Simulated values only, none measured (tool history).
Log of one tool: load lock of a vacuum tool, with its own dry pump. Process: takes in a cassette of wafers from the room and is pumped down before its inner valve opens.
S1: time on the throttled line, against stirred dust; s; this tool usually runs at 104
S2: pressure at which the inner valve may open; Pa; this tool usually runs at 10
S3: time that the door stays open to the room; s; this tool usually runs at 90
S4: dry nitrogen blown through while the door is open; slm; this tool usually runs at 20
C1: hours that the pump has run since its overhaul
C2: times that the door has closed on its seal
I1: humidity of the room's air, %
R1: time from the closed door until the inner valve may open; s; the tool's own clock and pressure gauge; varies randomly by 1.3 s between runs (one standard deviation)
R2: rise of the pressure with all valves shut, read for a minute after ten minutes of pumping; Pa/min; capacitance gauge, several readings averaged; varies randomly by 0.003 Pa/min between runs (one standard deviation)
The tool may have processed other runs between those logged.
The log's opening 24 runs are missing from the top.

run,hour,S1,S2,S3,S4,C1,C2,I1,R1,R2
25,3342.8,87,12,63,11,9518,1588,43.7,209.9,0.042
26,3423.1,104,13,90,38,9598,1850,47.7,224.2,0.036
27,3612.2,104,20,33,20,9787,2467,44.3,217.6,0.025
28,3753.2,53,20,140,20,9928,2926,50.5,176.9,0.058
29,3927,104,11,129,20,10102,3493,47.1,226.4,0.058
30,4005.9,104,9,90,8,10181,3750,44.3,230.4,0.059
31,4166.5,127,10,189,20,10342,4274,44.7,244.7,0.061
32,4291.1,175,11,29,34,10466,4680,44.5,280.2,0.032
33,4475.3,104,7,90,34,10650,5281,48.5,235.6,0.042
34,4635.9,108,14,90,20,10811,5804,45.2,225.8,0.052
35,4808.9,108,11,106,19,10984,6368,44.6,231.4,0.062
36,4889,104,10,109,37,11064,6630,42.9,232.3,0.051
37,4982.8,104,10,109,37,11158,6935,44.9,233.5,0.054

Each row is a separate what-if for the run after 37, all from the same tool condition, not one after another. Results?
A,5140,104,10,167,37,11315,7448,43.5,?,?
B,5140,195,10,109,10,11315,7448,47.1,?,?
C,5140,104,7,90,32,11315,7448,47.2,?,?
D,5140,104,15,109,37,11315,7448,46.8,?,?

run,R1,R2
A,230.8,0.061
B,298.6,0.081
C,236,0.062
D,224.2,0.052
What these runs would have given with no unlogged condition in the tool:
run,R1,R2
A,212.6,0.033
B,284,0.054
C,217.1,0.033
D,207.3,0.025
